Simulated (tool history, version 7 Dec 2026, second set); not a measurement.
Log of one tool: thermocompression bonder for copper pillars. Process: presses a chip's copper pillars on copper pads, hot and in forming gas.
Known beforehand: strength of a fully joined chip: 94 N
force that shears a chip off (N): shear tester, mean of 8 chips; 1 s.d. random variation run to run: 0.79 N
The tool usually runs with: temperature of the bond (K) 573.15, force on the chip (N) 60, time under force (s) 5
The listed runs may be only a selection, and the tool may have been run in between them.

run,hour,temperature of the bond (K),force on the chip (N),time under force (s),force that shears a chip off (N)
1,0.0,573.15,60,5,60.7
2,61.4,573.15,60,5,61.4
3,140.9,573.15,60,5,57.8
# hour 210.6: forming gas filter changed
4,226.7,573.15,60,5,61.3
5,276.5,573.15,60,5,59.3
6,322.2,573.15,60,5,59.3
# hour 331.5: heater calibrated with a thermocouple chip
7,381.1,573.15,60,5,56.8
8,456.3,573.15,48,4,44.7
9,520.3,564.15,38,4,29.6
# hour 549.1: forming gas filter changed
10,600.5,600.15,36,10,60.2
11,679.0,555.15,41,11,43.0
12,766.8,545.15,60,5,39.1
# hour 775.1: heater calibrated with a thermocouple chip, once more
13,829.8,586.15,60,5,68.4
14,871.6,570.15,74,3,58.3

Alternative continuations, all from the tool just after run 14; predict every row:
# hour 884.1: forming gas filter changed
A,932.9,552.15,47,5,?
# hour 884.1: forming gas filter changed
B,932.9,573.15,60,3,?
# hour 884.1: forming gas filter changed
C,932.9,578.15,83,14,?
# hour 884.1: forming gas filter changed
D,932.9,601.15,53,3,?

run,force that shears a chip off (N)
A,39.9
B,52.6
C,87.4
D,61.2
With no hidden state in the tool, these same runs would have given:
run,force that shears a chip off (N)
A,40.1
B,52.9
C,88.1
D,61.5
